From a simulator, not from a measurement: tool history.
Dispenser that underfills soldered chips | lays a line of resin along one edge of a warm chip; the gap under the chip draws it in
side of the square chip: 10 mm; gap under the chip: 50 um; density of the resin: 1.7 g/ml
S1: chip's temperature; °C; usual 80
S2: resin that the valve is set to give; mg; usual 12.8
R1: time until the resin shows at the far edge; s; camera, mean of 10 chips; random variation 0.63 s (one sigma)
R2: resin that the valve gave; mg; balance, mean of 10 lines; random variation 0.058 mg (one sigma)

Run 1, hour 0.0: usual settings. Result: R1 72.7 s, R2 12.62 mg.
At hour 6.8: new syringe of resin.
Run 2, hour 13.4: usual settings. Result: R1 66.8 s, R2 12.56 mg.
At hour 23.5: new syringe of resin.
Run 3, hour 28.2: usual settings but S2 16.1 mg. Result: R1 60.1 s, R2 15.70 mg.
At hour 34.5: dispensing valve cleaned and set on the balance.
At hour 41.3: new syringe of resin.
Run 4, hour 41.3: usual settings. Result: R1 53.2 s, R2 12.88 mg.
Run 5, hour 54.4: usual settings. Result: R1 81.0 s, R2 12.61 mg.
At hour 58.2: new syringe of resin.
Run 6, hour 61.9: usual settings but S1 81 °C. Result: R1 55.9 s, R2 12.61 mg.
At hour 74.5: new syringe of resin.
Run 7, hour 74.5: usual settings but S1 92 °C, S2 12.2 mg. Result: R1 28.2 s, R2 11.99 mg.
Run 8, hour 84.4: usual settings but S1 92 °C, S2 12.2 mg. Result: R1 39.8 s, R2 11.88 mg.
At hour 91.5: new syringe of resin.
Run 9, hour 92.9: usual settings but S1 92 °C, S2 12.2 mg. Result: R1 30.4 s, R2 11.88 mg.
At hour 99.5: dispensing valve cleaned and set on the balance.
At hour 109.1: new syringe of resin.
Run 10, hour 109.1: usual settings but S1 92 °C, S2 12.2 mg. Result: R1 28.9 s, R2 12.21 mg.
Run 11, hour 121.1: usual settings but S1 92 °C, S2 12.2 mg. Result: R1 41.7 s, R2 12.09 mg.

Forecast each of these 5 alternatives for the next run:
At hour 125.4: new syringe of resin.
Run A, hour 130.5: usual settings but S1 87 °C, S2 11.9 mg. Result: R1 ?, R2 ?.
At hour 125.4: new syringe of resin.
Run B, hour 130.5: usual settings but S1 67 °C, S2 12.6 mg. Result: R1 ?, R2 ?.
At hour 125.4: new syringe of resin.
Run C, hour 130.5: usual settings but S1 86 °C. Result: R1 ?, R2 ?.
At hour 125.4: new syringe of resin.
Run D, hour 130.5: usual settings but S1 91 °C, S2 15.0 mg. Result: R1 ?, R2 ?.
At hour 125.4: new syringe of resin.
Run E, hour 130.5: usual settings but S1 74 °C, S2 10.9 mg. Result: R1 ?, R2 ?.

run     R1     R2
  A   43.5  11.78
  B  121.3  12.47
  C   44.9  12.56
  D   33.9  14.89
  E   85.7  10.72
Without the tool's hidden state the same runs would have given:
run     R1     R2
  A   39.8  11.94
  B  112.2  12.64
  C   41.2  12.74
  D   31.0  15.10
  E   78.8  10.87
